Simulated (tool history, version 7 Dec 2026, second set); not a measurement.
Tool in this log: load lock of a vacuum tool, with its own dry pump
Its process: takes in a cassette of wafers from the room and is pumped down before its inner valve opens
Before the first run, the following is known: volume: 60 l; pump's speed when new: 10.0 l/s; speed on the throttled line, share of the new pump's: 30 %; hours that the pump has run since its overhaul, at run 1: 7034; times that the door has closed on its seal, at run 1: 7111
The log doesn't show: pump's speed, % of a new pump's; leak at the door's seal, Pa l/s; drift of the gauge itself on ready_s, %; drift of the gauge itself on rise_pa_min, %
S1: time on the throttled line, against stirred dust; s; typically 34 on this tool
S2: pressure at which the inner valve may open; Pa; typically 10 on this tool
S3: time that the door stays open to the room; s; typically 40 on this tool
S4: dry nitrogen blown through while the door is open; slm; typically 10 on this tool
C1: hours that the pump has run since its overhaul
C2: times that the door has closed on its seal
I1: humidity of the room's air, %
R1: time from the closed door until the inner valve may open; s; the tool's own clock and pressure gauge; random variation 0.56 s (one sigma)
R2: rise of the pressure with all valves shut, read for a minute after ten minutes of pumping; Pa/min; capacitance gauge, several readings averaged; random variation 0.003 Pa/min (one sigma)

run 1 hour=0 | S1=34 S2=10 S3=40 S4=10 | C1=7034 C2=7111 | I1=41.2 | R1=83.4 R2=0.109
run 2 hour=214.8 | S1=34 S2=10 S3=40 S4=10 | C1=7249 C2=7700 | I1=43.9 | R1=82.9 R2=0.126
run 3 hour=437 | S1=34 S2=10 S3=40 S4=10 | C1=7472 C2=8309 | I1=42.5 | R1=83.7 R2=0.124
run 4 hour=660 | S1=34 S2=10 S3=140 S4=10 | C1=7694 C2=8920 | I1=46.9 | R1=83 R2=0.18
run 5 hour=824.8 | S1=33 S2=10 S3=40 S4=10 | C1=7859 C2=9371 | I1=42.5 | R1=82.1 R2=0.155
run 6 hour=1037.9 | S1=33 S2=10 S3=40 S4=10 | C1=8072 C2=9955 | I1=44 | R1=82.4 R2=0.159
run 7 hour=1157.5 | S1=19 S2=18 S3=71 S4=5 | C1=8192 C2=10283 | I1=47.8 | R1=69.2 R2=0.195
run 8 hour=1356.8 | S1=34 S2=7 S3=40 S4=10 | C1=8391 C2=10829 | I1=45.5 | R1=85.1 R2=0.187
run 9 hour=1544.5 | S1=34 S2=7 S3=40 S4=10 | C1=8579 C2=11343 | I1=42.4 | R1=86.6 R2=0.19
run 10 hour=1785.9 | S1=29 S2=7 S3=40 S4=10 | C1=8820 C2=12004 | I1=44.8 | R1=82.8 R2=0.205
run 11 hour=1893 | S1=34 S2=10 S3=70 S4=10 | C1=8928 C2=12298 | I1=43.3 | R1=83.9 R2=0.222

Some steps in R1, run to run, broken into two amounts with sign: the step expected even without the hidden condition (settings, incoming material, random variation), and the rest, left for the hidden condition together with whatever gauge scatter is not in both the measured and the hidden-condition-free result:
Run 7 -> 8: S1 19 -> 34, S2 18 -> 7, S3 71 -> 40, S4 5 -> 10. R1 +15.9 s: hidden state +0.1, all else +15.8.
Run 9 -> 10: S1 34 -> 29. R1 -3.8 s: hidden state +0.4, all else -4.2.
